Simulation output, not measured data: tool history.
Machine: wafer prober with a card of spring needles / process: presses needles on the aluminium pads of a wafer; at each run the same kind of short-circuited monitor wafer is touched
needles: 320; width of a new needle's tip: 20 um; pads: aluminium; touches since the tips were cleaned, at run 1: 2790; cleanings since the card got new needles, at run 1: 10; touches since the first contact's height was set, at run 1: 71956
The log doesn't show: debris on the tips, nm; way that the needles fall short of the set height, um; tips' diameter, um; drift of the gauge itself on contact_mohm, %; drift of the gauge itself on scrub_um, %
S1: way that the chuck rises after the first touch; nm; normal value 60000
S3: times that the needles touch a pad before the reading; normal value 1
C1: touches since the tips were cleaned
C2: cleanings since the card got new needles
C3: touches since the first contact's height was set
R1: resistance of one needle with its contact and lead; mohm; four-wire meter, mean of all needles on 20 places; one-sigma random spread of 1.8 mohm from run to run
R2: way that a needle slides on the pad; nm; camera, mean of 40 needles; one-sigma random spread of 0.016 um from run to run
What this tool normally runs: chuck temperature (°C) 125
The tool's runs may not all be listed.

{"run": 1, "hour": 0.0, "S1": 60000, "chuck temperature (°C)": 125, "S3": 1, "C1": 2790, "C2": 10, "C3": 71956, "R1": 191, "R2": 7280}
{"run": 2, "hour": 7.7, "S1": 60000, "chuck temperature (°C)": 101, "S3": 1, "C1": 5044, "C2": 10, "C3": 74210, "R1": 187, "R2": 7300}
{"hour": 11.6, "done": "tips cleaned on abrasive film"}
{"run": 3, "hour": 14.2, "S1": 60000, "chuck temperature (°C)": 79, "S3": 1, "C1": 775, "C2": 11, "C3": 76097, "R1": 183, "R2": 7250}
{"run": 4, "hour": 21.9, "S1": 60000, "chuck temperature (°C)": 31, "S3": 1, "C1": 3023, "C2": 11, "C3": 78345, "R1": 171, "R2": 7290}
{"run": 5, "hour": 27.0, "S1": 60000, "chuck temperature (°C)": 31, "S3": 1, "C1": 4521, "C2": 11, "C3": 79843, "R1": 173, "R2": 7280}
{"hour": 33.1, "done": "tips cleaned on abrasive film"}
{"run": 6, "hour": 37.2, "S1": 60000, "chuck temperature (°C)": 125, "S3": 1, "C1": 1201, "C2": 12, "C3": 82792, "R1": 193, "R2": 7270}
{"run": 7, "hour": 47.1, "S1": 60000, "chuck temperature (°C)": 125, "S3": 1, "C1": 4111, "C2": 12, "C3": 85702, "R1": 192, "R2": 7290}
{"hour": 54.1, "done": "tips cleaned on abrasive film"}
{"run": 8, "hour": 57.8, "S1": 60000, "chuck temperature (°C)": 111, "S3": 1, "C1": 1093, "C2": 13, "C3": 88800, "R1": 190, "R2": 7290}
{"run": 9, "hour": 65.4, "S1": 60000, "chuck temperature (°C)": 106, "S3": 1, "C1": 3300, "C2": 13, "C3": 91007, "R1": 189, "R2": 7280}
{"run": 10, "hour": 72.6, "S1": 41000, "chuck temperature (°C)": 125, "S3": 1, "C1": 5406, "C2": 13, "C3": 93113, "R1": 207, "R2": 4980}
{"hour": 74.9, "done": "tips cleaned on abrasive film"}
{"run": 11, "hour": 81.4, "S1": 42000, "chuck temperature (°C)": 125, "S3": 1, "C1": 1909, "C2": 14, "C3": 95669, "R1": 200, "R2": 5090}
{"run": 12, "hour": 86.2, "S1": 42000, "chuck temperature (°C)": 125, "S3": 1, "C1": 3311, "C2": 14, "C3": 97071, "R1": 203, "R2": 5110}
{"run": 13, "hour": 91.5, "S1": 42000, "chuck temperature (°C)": 125, "S3": 1, "C1": 4872, "C2": 14, "C3": 98632, "R1": 203, "R2": 5110}
{"hour": 95.5, "done": "tips cleaned on abrasive film"}
{"run": 14, "hour": 99.3, "S1": 44000, "chuck temperature (°C)": 125, "S3": 2, "C1": 1104, "C2": 15, "C3": 100892, "R1": 202, "R2": 5350}
{"run": 15, "hour": 110.1, "S1": 42000, "chuck temperature (°C)": 40, "S3": 1, "C1": 4253, "C2": 15, "C3": 104041, "R1": 183, "R2": 5060}
{"run": 16, "hour": 114.9, "S1": 42000, "chuck temperature (°C)": 40, "S3": 1, "C1": 5667, "C2": 15, "C3": 105455, "R1": 182, "R2": 5110}
{"hour": 116.5, "done": "tips cleaned on abrasive film"}
{"run": 17, "hour": 119.5, "S1": 77000, "chuck temperature (°C)": 125, "S3": 1, "C1": 874, "C2": 16, "C3": 106781, "R1": 189, "R2": 9370}
{"run": 18, "hour": 127.9, "S1": 77000, "chuck temperature (°C)": 125, "S3": 1, "C1": 3312, "C2": 16, "C3": 109219, "R1": 188, "R2": 9350}
{"run": 19, "hour": 136.7, "S1": 77000, "chuck temperature (°C)": 125, "S3": 1, "C1": 5906, "C2": 16, "C3": 111813, "R1": 191, "R2": 9340}

How the hidden state differs across the entries between the runs, from the last listed run before each to the first after it:
Run 2 -> run 3: tips cleaned on abrasive film (hour 11.6)
  debris on the tips, nm: 1.3 -> 0.3
Run 5 -> run 6: tips cleaned on abrasive film (hour 33.1)
  debris on the tips, nm: 1.2 -> 0.5
Run 7 -> run 8: tips cleaned on abrasive film (hour 54.1)
  debris on the tips, nm: 1.2 -> 0.5
Run 10 -> run 11: tips cleaned on abrasive film (hour 74.9)
  debris on the tips, nm: 1.4 -> 0.7
Run 13 -> run 14: tips cleaned on abrasive film (hour 95.5)
  debris on the tips, nm: 1.3 -> 0.5; way that the needles fall short of the set height, um: 0.01 -> 0.02; tips' diameter, um: 20 -> 20.01
Run 16 -> run 17: tips cleaned on abrasive film (hour 116.5)
  debris on the tips, nm: 1.4 -> 0.4
